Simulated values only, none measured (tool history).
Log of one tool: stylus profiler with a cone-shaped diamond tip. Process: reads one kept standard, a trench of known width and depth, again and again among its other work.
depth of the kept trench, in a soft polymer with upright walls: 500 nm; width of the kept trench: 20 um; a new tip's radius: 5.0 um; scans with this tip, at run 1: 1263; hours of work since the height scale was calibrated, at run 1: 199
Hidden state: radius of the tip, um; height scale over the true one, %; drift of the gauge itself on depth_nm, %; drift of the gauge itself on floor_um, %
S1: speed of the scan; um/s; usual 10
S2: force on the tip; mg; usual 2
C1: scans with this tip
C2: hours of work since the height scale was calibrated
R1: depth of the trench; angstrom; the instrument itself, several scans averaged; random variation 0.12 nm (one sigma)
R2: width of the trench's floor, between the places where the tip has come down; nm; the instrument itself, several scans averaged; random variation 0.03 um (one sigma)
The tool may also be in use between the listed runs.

run     day  S1    S2    C1   C2      R1     R2
  1       0  10     2  1263  199  5062.7  15550
  2   0.383  10     2  1308  206  5060.7  15620
  3   0.688   2     2  1344  211  5060.6  15710
  4   1.196   2     2  1403  221  5061.7  15590
  5   1.492  10  1.32  1437  226  5045.5  15570
  6   2.104  10     2  1509  237  5061.3  15540
  7   2.604  10     2  1567  246  5062.8  15570
  8   2.867  10     2  1598  251  5061.3  15580
  9   3.183  10     2  1635  257  5060.6  15620
 10   3.546  10     2  1677  264    5061  15560
 11   4.092  26     2  1741  274  5061.2  15550
 12   4.554   7     2  1795  282  5061.2  15570
 13    4.85   7     2  1830  288  5059.6  15610
 14   5.183  10  3.77  1869  294    5094  15560
 15   5.775  10  3.77  1938  305  5091.7  15600
 16   6.258  10  3.77  1994  314    5095  15580
 17   6.671  10  3.77  2042  321  5094.7  15620
 18   7.042  10  3.77  2086  328  5094.7  15580
 19   7.308  10  3.77  2117  333  5094.9  15560
 20    7.65   2  3.77  2157  339  5093.9  15660
 21   7.912   2  3.77  2187  344  5092.9  15640
 22   8.325  10     2  2236  352  5061.8  15610
 23   8.771  10     2  2288  360  5061.2  15610
 24   9.312  10  1.85  2351  370  5057.9  15560
 25   9.938  10  1.56  2424  381  5050.7  15600
 26   10.35  18  2.05  2472  389  5062.1  15500
 27  10.896  18  1.34  2536  399  5043.8  15490
 28  11.496  18  1.34  2606  410  5048.9  15520
 29  11.917  15  5.22  2655  418  5113.4  15580
 30  12.517  20  4.82  2725  429  5108.9  15580
 31  12.904   9  3.34  2770  436  5085.3  15630
 32  13.292  10  3.06  2816  443  5081.6  15560
 33  13.758  10  3.06  2870  451  5080.3  15490
 34  14.138   2  2.23  2914  458  5064.6  15600
 35  14.746  16  0.67  2986  470  5028.8  15460
 36  15.192  23  1.59  3038  478  5052.1  15470
 37  15.467  11  1.73  3070  483  5055.2  15590
 38  15.921  25  1.95  3123  491  5059.6  15520
 39  16.346   9  3.05  3172  499  5081.5  15570
 40  16.754   9  3.05  3220  506  5081.8  15570
 41  17.062   8  3.91  3256  512  5098.1  15590
 42  17.471   3  3.91  3304  520  5096.6  15630
 43  17.912   3  3.91  3356  528  5095.6  15590
 44  18.238   3  3.91  3394  534  5094.8  15610
 45  18.562   3  3.91  3431  540  5094.3  15660
 46  19.062   3  3.91  3490  549  5095.2  15600
 47  19.354   9  2.72  3524  554    5076  15530
 48  19.654  23  1.97  3559  560  5061.1  15470

Forecast each of these 3 alternatives for the next run:
  A  20.204   3  1.34  3623  570   ?   ?
  B  20.204  10  5.45  3623  570   ?   ?
  C  20.204   7  2.64  3623  570   ?   ?

run      R1     R2
  A    5048  15650
  B  5117.8  15660
  C  5073.5  15640
Without the tool's hidden state the same runs would have given:
run      R1     R2
  A    5048  15650
  B  5117.8  15660
  C  5073.5  15640
